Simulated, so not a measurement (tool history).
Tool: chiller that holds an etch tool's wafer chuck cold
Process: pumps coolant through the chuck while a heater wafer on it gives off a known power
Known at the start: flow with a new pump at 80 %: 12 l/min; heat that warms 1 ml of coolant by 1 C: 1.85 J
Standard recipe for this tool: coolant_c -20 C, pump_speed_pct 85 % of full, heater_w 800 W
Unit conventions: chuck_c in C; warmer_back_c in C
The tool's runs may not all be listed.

run      day  coolant_c  pump_speed_pct  heater_w  chuck_c  warmer_back_c
  1    0.000        -20              85       800    -14.9           2.05
  2    6.875        -29              85       800    -23.8           2.03
  3   14.233        -29              85       800    -23.9           2.07
  4   23.708        -20              85       800    -14.9           2.02
  5   28.208        -10              85       800     -4.8           2.03
  6   35.700        -10              85       611     -6.3           1.52
  7   43.658        -20              85       927    -14.1           2.37
  8   48.242        -20              85       927    -13.9           2.36
  9   53.104        -20              85       800    -14.9           2.01
 10   58.096        -20              85       817    -14.8           2.08
 11   65.717        -20              70       800    -14.3           2.42
 12   72.508        -20              70       800    -14.3           2.43
 13   81.812        -10              75       838     -4.2           2.36
      84.217  -- chiller's thermometer calibrated
 14   88.504        -12              72       838     -6.5           2.51
 15   95.438        -12              72       628     -7.5           1.81
 16  105.158        -12              72       628     -7.7           1.86
 17  111.200        -12              72       628     -7.7           1.83
 18  115.321        -20              74       489    -16.5           1.37
 19  120.167        -20              71       837    -14.1           2.56
 20  127.846        -20              71       837    -14.2           2.51

Expected results for the next run?
 21  132.346        -20              71       837        ?              ?

chuck_c: -13.9 C
warmer_back_c: 2.53 C
Without the tool's hidden state the same run would have given chuck_c -13.9 C, warmer_back_c 2.58 C.

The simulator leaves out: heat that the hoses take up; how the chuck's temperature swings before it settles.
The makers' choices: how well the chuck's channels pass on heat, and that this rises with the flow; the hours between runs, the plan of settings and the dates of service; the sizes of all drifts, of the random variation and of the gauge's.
